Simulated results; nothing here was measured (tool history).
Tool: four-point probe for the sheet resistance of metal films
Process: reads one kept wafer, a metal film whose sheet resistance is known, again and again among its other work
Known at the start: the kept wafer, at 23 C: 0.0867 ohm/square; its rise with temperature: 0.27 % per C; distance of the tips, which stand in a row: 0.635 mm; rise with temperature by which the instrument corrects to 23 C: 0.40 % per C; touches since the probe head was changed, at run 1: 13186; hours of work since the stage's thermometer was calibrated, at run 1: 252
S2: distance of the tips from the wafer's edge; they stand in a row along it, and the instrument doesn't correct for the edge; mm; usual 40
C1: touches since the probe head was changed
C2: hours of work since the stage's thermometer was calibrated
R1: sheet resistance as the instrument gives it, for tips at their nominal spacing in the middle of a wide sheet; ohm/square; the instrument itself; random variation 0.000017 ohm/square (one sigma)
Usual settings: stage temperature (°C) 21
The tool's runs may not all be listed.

run 1 hour=0.0 | stage_temperature_(°C)=21 S2=40 | C1=13186 C2=252 | R1=0.087093
run 2 hour=11.0 | stage_temperature_(°C)=21 S2=15 | C1=13630 C2=258 | R1=0.087161
run 3 hour=21.9 | stage_temperature_(°C)=21 S2=15 | C1=14071 C2=265 | R1=0.087153
run 4 hour=34.3 | stage_temperature_(°C)=21 S2=5 | C1=14575 C2=272 | R1=0.087821
run 5 hour=47.6 | stage_temperature_(°C)=21 S2=5 | C1=15115 C2=280 | R1=0.087831
run 6 hour=54.9 | stage_temperature_(°C)=21 S2=5 | C1=15410 C2=284 | R1=0.087813
run 7 hour=70.5 | stage_temperature_(°C)=19 S2=40 | C1=16043 C2=294 | R1=0.087322
run 8 hour=86.8 | stage_temperature_(°C)=19 S2=40 | C1=16702 C2=303 | R1=0.087329
run 9 hour=98.6 | stage_temperature_(°C)=18 S2=9 | C1=17180 C2=310 | R1=0.087685
run 10 hour=111.9 | stage_temperature_(°C)=27 S2=40 | C1=17719 C2=318 | R1=0.086449
run 11 hour=120.8 | stage_temperature_(°C)=27 S2=40 | C1=18078 C2=324 | R1=0.086470

Run 12 comes next. What will it give?
run 12 hour=129.0 | stage_temperature_(°C)=30 S2=54 | C1=18412 C2=329 | R1=?

Run 12 gave R1 0.086162 ohm/square.
Without the tool's hidden state the same run would have given R1 0.085977 ohm/square.
